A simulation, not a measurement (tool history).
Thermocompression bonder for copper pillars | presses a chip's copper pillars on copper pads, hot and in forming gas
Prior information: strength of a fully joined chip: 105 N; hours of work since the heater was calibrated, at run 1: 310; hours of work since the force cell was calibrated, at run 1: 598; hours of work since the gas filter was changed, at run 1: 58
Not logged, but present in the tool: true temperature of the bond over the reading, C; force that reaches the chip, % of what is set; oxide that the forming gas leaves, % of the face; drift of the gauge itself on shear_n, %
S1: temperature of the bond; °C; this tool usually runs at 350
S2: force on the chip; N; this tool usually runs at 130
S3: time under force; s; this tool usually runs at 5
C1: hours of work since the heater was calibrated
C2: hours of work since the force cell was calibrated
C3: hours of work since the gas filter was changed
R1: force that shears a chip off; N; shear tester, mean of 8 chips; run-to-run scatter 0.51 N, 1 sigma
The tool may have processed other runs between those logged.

run	hour	S1	S2	S3	C1	C2	C3	R1
1	0	350	130	5	310	598	58	52.9
2	38.4	350	130	5	339	627	88	52.9
3	67.8	350	130	5	362	650	110	53.1
4	120.7	350	130	5	402	690	151	51.1
5	179.7	350	130	5	448	735	196	51
# hour 222.6: forming gas filter changed
6	237.6	350	130	7	492	779	11	59.3
7	287.5	351	130	5	530	818	50	53.7
8	324	351	130	5	558	846	78	53.1
9	350.2	350	130	5	578	866	98	52.2
10	389.6	347	130	5	608	896	128	50.9
11	422.2	347	130	5	633	921	153	51.3
12	454.3	350	130	5	658	946	178	51.6
13	494.1	350	130	5	688	976	208	52.2
# hour 519.2: forming gas filter changed
14	524.1	350	130	5	711	999	4	53.9
15	583.2	330	130	5	756	1044	49	46.5
16	612.5	330	130	5	779	1066	72	45.8
17	657.7	350	130	5	813	1101	106	52.8
18	716.4	350	130	5	858	1146	151	52.4
19	773.4	345	130	5	902	1190	195	49.6
# hour 814.1: forming gas filter changed
20	814.1	345	130	5	933	1221	0	53.8
21	862	336	85	6	970	1257	37	35.8
22	900.5	336	85	6	999	1287	66	36.7
23	945.8	351	130	6	1034	1322	101	57.1
24	973.9	350	130	8	1055	1343	123	60.7
25	1020.6	338	142	3	1091	1379	158	42.4
26	1062.7	338	142	3	1123	1411	191	42.6
27	1100.2	338	142	3	1152	1440	219	43.1
# hour 1109.2: forming gas filter changed
28	1157.7	361	180	5	1196	1484	37	70.7
# hour 1182.7: heater calibrated with a thermocouple chip
29	1191.7	375	180	5	7	1508	62	72.9
30	1225	375	180	5	32	1534	87	71.8
31	1284.7	375	180	5	78	1579	133	70.9
32	1325.7	360	180	5	110	1611	164	66.2
33	1381.7	354	180	5	153	1654	207	62.7
# hour 1406.3: forming gas filter changed
34	1435.3	354	180	5	193	1695	22	66.3
35	1490.4	350	103	7	236	1737	65	46.8
36	1516.1	350	103	7	255	1757	84	45.9
37	1564.6	350	88	11	292	1794	121	47.7
38	1601	350	162	10	320	1822	149	70.1
39	1644.3	329	162	9	353	1855	182	61

Below are 4 alternative next runs, each starting from the tool's condition after run 39. Predict each:
A	1676.9	350	95	5	378	1880	208	?
B	1676.9	359	106	6	378	1880	208	?
C	1676.9	329	115	7	378	1880	208	?
D	1676.9	351	109	3	378	1880	208	?

run	R1
A	37
B	46.8
C	42.4
D	34.5
Without the tool's hidden state the same runs would have given:
run	R1
A	40.8
B	51.4
C	46.6
D	38.2
